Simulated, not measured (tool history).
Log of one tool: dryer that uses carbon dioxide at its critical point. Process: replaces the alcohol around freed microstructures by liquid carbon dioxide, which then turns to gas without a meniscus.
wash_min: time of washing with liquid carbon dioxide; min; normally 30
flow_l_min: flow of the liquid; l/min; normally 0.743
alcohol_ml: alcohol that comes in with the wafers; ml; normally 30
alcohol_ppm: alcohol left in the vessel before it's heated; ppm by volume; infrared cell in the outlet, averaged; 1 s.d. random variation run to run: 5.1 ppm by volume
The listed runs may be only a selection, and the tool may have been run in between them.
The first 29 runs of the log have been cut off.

| run | hour | wash_min | flow_l_min | alcohol_ml | hours of work since the filter was changed | hours of work since the purifier's bed was changed | alcohol_ppm |
|---|---|---|---|---|---|---|---|
| 30 | 1337.1 | 22 | 0.902 | 26 | 305 | 812 | 258 |
| 31 | 1386 | 30 | 1.218 | 30 | 339 | 846 | 117 |
| 32 | 1432.4 | 30 | 1.218 | 30 | 371 | 878 | 124 |
|  | 1454.9 | inlet filter changed |
| 33 | 1473.7 | 44 | 0.456 | 71 | 13 | 906 | 424 |
| 34 | 1504.4 | 30 | 0.774 | 28 | 34 | 928 | 174 |
| 35 | 1553.3 | 30 | 0.774 | 28 | 69 | 962 | 181 |
| 36 | 1598.1 | 18 | 0.933 | 70 | 100 | 993 | 651 |
| 37 | 1647.7 | 18 | 0.68 | 57 | 134 | 1028 | 1330 |
| 38 | 1679.7 | 35 | 0.687 | 27 | 157 | 1050 | 202 |
| 39 | 1741.6 | 27 | 0.888 | 120 | 200 | 1093 | 386 |
| 40 | 1803.5 | 41 | 1.125 | 21 | 243 | 1136 | 155 |
| 41 | 1844.4 | 41 | 1.125 | 21 | 271 | 1165 | 148 |
| 42 | 1896.4 | 41 | 1.125 | 21 | 308 | 1201 | 156 |
| 43 | 1958.5 | 19 | 0.512 | 30 | 351 | 1244 | 1439 |
| 44 | 1999.7 | 19 | 0.747 | 62 | 380 | 1273 | 1271 |
|  | 2013.7 | inlet filter changed |
| 45 | 2026.9 | 19 | 0.747 | 62 | 9 | 1291 | 940 |
| 46 | 2077 | 18 | 0.447 | 66 | 44 | 1326 | 3444 |

Branching from run 46: 3 alternative next runs. What would each branch give?
| A | 2104.4 | 28 | 0.719 | 28 | 63 | 1345 | ? |
| B | 2104.4 | 33 | 0.447 | 66 | 63 | 1345 | ? |
| C | 2104.4 | 30 | 0.942 | 30 | 63 | 1345 | ? |

| run | alcohol_ppm |
|---|---|
| A | 291 |
| B | 1062 |
| C | 208 |
Without the tool's hidden state the same runs would have given:
| run | alcohol_ppm |
|---|---|
| A | 107 |
| B | 828 |
| C | 27 |

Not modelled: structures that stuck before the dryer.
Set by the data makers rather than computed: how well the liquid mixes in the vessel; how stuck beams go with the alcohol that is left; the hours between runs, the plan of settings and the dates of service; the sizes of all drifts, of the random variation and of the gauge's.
